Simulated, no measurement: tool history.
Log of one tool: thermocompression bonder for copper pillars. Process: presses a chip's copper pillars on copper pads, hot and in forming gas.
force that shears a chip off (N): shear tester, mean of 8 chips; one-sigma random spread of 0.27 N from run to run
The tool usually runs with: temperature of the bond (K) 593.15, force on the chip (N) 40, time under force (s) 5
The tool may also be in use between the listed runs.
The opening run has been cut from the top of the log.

run	hour	temperature of the bond (K)	force on the chip (N)	time under force (s)	hours of work since the heater was calibrated	hours of work since the force cell was calibrated	hours of work since the gas filter was changed	force that shears a chip off (N)
2	40.8	593.15	40	5	468	164	88	65.4
# hour 59.8: forming gas filter changed
3	74.6	600.15	40	5	494	190	12	71
4	111.1	600.15	40	3	523	220	41	58
5	137.5	600.15	40	3	544	241	62	58.2
6	166.4	600.15	40	3	567	264	85	57
7	183.3	600.15	40	3	581	277	99	57
# hour 188.3: forming gas filter changed
8	203.3	593.15	40	5	596	293	12	67.8
9	236.1	593.15	40	5	623	319	38	66.8
10	272.8	593.15	40	5	652	348	67	66.6
11	299.6	593.15	40	5	673	370	89	66.1
# hour 316.5: forming gas filter changed
12	337.4	593.15	40	5	703	399	17	68
13	377.1	593.15	40	5	735	431	48	66.7
# hour 380.8: heater calibrated with a thermocouple chip
14	415.6	593.15	35	5	28	460	78	60.7
15	435.3	593.15	35	5	44	476	93	59.7
# hour 446.8: forming gas filter changed
16	460	593.15	40	3	63	495	11	58.3
17	494.4	593.15	40	5	90	523	38	69.5
# hour 510.2: heater calibrated with a thermocouple chip, once more
18	521	593.15	49	5	9	542	58	75.5
19	541.4	593.15	49	5	25	559	74	74.9
# hour 577.8: forming gas filter changed
20	581.2	570.15	56	5	56	590	3	72.5
21	601.5	616.15	32	3	72	606	19	50.2
22	638.4	597.15	31	5	102	636	48	50.3
23	657.9	597.15	31	10	117	651	64	65.2
24	688.9	597.15	47	10	142	676	89	92.3
# hour 707.3: forming gas filter changed
25	726.3	597.15	47	10	172	705	15	94.5
26	762.9	612.15	40	5	201	735	44	72.9

Predict the results of run 27:
27	790	576.15	32	5	222	756	66	?

force that shears a chip off (N): 42.7
If the tool had no hidden condition, the same run with the same run-to-run variation would have returned force that shears a chip off (N) 45.3.

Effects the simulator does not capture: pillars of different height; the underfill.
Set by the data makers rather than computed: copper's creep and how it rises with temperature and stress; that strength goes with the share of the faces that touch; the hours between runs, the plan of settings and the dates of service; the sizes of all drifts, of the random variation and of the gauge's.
